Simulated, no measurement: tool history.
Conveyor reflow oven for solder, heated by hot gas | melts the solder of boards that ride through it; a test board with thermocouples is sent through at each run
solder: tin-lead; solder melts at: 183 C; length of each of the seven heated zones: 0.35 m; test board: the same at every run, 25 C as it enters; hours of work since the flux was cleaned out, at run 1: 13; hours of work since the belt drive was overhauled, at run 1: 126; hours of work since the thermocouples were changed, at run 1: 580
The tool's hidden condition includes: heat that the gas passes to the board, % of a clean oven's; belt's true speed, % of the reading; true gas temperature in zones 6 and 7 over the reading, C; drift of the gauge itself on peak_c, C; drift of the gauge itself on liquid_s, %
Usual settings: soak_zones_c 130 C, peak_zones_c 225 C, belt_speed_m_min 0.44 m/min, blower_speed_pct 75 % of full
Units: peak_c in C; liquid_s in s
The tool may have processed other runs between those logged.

run	hour	soak_zones_c	peak_zones_c	belt_speed_m_min	blower_speed_pct	hours of work since the flux was cleaned out	hours of work since the belt drive was overhauled	hours of work since the thermocouples were changed	peak_c	liquid_s
1	0	130	225	0.44	75	13	126	580	209.4	61
2	17.4	130	225	0.44	75	26	139	593	209.9	60.9
3	35.1	130	225	0.44	75	40	153	607	209.6	60.3
4	48.5	130	225	0.44	75	50	163	617	209.6	60.1
5	64.3	130	225	0.44	75	62	175	628	209.1	61.1
6	79.9	130	225	0.44	75	73	186	640	209.8	60.3
7	94.8	130	225	0.44	52	85	198	651	201.7	46.7
8	104.5	130	225	0.44	75	92	205	659	209.3	60.5
9	120.7	130	225	0.464	75	104	217	671	207.5	54.4
10	137.4	130	225	0.464	75	117	230	683	207.6	54.4
11	145.7	117	225	0.464	75	123	236	690	204.6	46.4
12	154.2	117	225	0.464	75	129	242	696	205	46.1
13	165.1	120	225	0.44	75	137	250	704	206.7	53.7
14	183	120	225	0.44	75	151	264	718	206.9	53
15	195.5	130	219	0.44	75	160	273	727	203.8	52.7
16	212.5	117	221	0.355	88	173	286	740	212.1	77.2
17	222.4	117	221	0.355	88	181	293	747	211.4	77.8
18	238.4	117	239	0.355	82	193	305	759	227.7	93.1
19	251	130	232	0.443	69	202	315	769	212.4	62.4

What does the tool deliver on the next run?
20	260.2	130	218	0.44	75	209	322	776	?	?

peak_c: 202.7 C
liquid_s: 50.8 s
If the tool had no hidden condition, the same run with the same run-to-run variation would have returned peak_c 204 C, liquid_s 53.1 s.

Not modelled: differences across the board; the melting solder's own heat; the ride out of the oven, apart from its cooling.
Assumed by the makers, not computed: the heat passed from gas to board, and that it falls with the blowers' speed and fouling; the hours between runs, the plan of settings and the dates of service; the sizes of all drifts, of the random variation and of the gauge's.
